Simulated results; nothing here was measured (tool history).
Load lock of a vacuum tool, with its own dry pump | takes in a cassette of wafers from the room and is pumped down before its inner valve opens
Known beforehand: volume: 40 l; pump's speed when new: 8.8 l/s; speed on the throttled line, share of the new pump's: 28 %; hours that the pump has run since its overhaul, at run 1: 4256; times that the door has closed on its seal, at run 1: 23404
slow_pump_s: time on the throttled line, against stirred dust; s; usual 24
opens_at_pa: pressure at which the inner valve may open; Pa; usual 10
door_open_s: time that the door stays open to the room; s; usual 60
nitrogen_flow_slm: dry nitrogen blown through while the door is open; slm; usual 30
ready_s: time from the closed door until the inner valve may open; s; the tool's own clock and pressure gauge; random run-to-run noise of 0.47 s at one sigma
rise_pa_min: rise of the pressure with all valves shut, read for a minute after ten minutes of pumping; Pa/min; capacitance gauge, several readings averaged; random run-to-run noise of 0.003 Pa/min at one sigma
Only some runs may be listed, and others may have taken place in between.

run,hour,slow_pump_s,opens_at_pa,door_open_s,nitrogen_flow_slm,hours that the pump has run since its overhaul,times that the door has closed on its seal,"incoming humidity of the room's air, %",ready_s,rise_pa_min
1,0,24,10,60,30,4256,23404,42.9,60.8,0.382
2,100.3,24,10,60,30,4356,23827,43.1,60.1,0.398
3,149.5,24,9,60,30,4406,24035,45.2,60.5,0.404
4,265.1,24,9,60,30,4521,24523,45,60.5,0.414
5,380.7,24,9,60,30,4637,25011,45.1,60.4,0.432
6,438.3,24,9,30,30,4694,25254,43.4,60.9,0.427
7,538,24,9,107,6,4794,25676,45.4,60.8,0.477
8,629.1,24,9,107,6,4885,26060,46.7,60.9,0.482
9,723.2,24,9,107,6,4979,26458,46.9,61,0.484
10,808.7,13,11,117,17,5065,26819,46.4,52.8,0.494

Below are 3 alternative next runs, each starting from the tool's condition after run 10. Predict each:
A,862.4,21,11,117,11,5119,27046,42.1,?,?
B,862.4,13,10,239,13,5119,27046,44.8,?,?
C,862.4,13,17,117,17,5119,27046,44.4,?,?

run,ready_s,rise_pa_min
A,57.4,0.508
B,52.8,0.525
C,50.1,0.491
Take away the tool's hidden state, keep each run's random variation, and the runs would have read:
run,ready_s,rise_pa_min
A,56.3,0.055
B,51.5,0.074
C,49,0.043
